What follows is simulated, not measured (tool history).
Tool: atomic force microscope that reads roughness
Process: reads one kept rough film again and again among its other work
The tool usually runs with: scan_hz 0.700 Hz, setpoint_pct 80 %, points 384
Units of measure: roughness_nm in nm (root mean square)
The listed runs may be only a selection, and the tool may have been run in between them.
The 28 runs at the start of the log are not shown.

{"run": 29, "hour": 168.2, "scan_hz": 2.255, "setpoint_pct": 62, "points": 384, "roughness_nm": 3.343}
{"run": 30, "hour": 173.8, "scan_hz": 2.586, "setpoint_pct": 67, "points": 384, "roughness_nm": 3.194}
{"run": 31, "hour": 180.7, "scan_hz": 0.821, "setpoint_pct": 58, "points": 384, "roughness_nm": 3.456}
{"run": 32, "hour": 185.3, "scan_hz": 1.119, "setpoint_pct": 56, "points": 362, "roughness_nm": 3.449}
{"run": 33, "hour": 190.7, "scan_hz": 0.7, "setpoint_pct": 80, "points": 425, "roughness_nm": 3.351}
{"run": 34, "hour": 198.9, "scan_hz": 1.174, "setpoint_pct": 85, "points": 384, "roughness_nm": 3.11}
{"run": 35, "hour": 207.2, "scan_hz": 1.508, "setpoint_pct": 56, "points": 648, "roughness_nm": 3.447}
{"run": 36, "hour": 216.2, "scan_hz": 1.937, "setpoint_pct": 63, "points": 648, "roughness_nm": 3.287}
{"run": 37, "hour": 223.2, "scan_hz": 2.702, "setpoint_pct": 87, "points": 384, "roughness_nm": 2.63}
{"run": 38, "hour": 230.4, "scan_hz": 0.95, "setpoint_pct": 80, "points": 384, "roughness_nm": 3.239}
{"run": 39, "hour": 236.4, "scan_hz": 0.95, "setpoint_pct": 74, "points": 384, "roughness_nm": 3.287}
{"run": 40, "hour": 240.9, "scan_hz": 3.139, "setpoint_pct": 86, "points": 814, "roughness_nm": 2.554}
{"run": 41, "hour": 246.1, "scan_hz": 0.7, "setpoint_pct": 80, "points": 560, "roughness_nm": 3.293}
{"run": 42, "hour": 251.9, "scan_hz": 1.083, "setpoint_pct": 70, "points": 402, "roughness_nm": 3.313}
{"run": 43, "hour": 260.7, "scan_hz": 0.7, "setpoint_pct": 68, "points": 423, "roughness_nm": 3.372}
{"run": 44, "hour": 269.7, "scan_hz": 0.7, "setpoint_pct": 68, "points": 423, "roughness_nm": 3.334}

Consider 5 possible next runs. They are alternatives, not a sequence: every one starts from the tool as it was left by run 44. What does each give?
{"run": "A", "hour": 275.4, "scan_hz": 0.7, "setpoint_pct": 81, "points": 350, "roughness_nm": "?"}
{"run": "B", "hour": 275.4, "scan_hz": 2.926, "setpoint_pct": 80, "points": 407, "roughness_nm": "?"}
{"run": "C", "hour": 275.4, "scan_hz": 0.7, "setpoint_pct": 71, "points": 381, "roughness_nm": "?"}
{"run": "D", "hour": 275.4, "scan_hz": 1.061, "setpoint_pct": 76, "points": 327, "roughness_nm": "?"}
{"run": "E", "hour": 275.4, "scan_hz": 0.621, "setpoint_pct": 58, "points": 448, "roughness_nm": "?"}

run=A roughness_nm=3.253
run=B roughness_nm=2.716
run=C roughness_nm=3.336
run=D roughness_nm=3.168
run=E roughness_nm=3.406
With the hidden condition removed and each run's random variation left untouched, the same runs would have given:
run=A roughness_nm=3.550
run=B roughness_nm=2.964
run=C roughness_nm=3.641
run=D roughness_nm=3.458
run=E roughness_nm=3.718
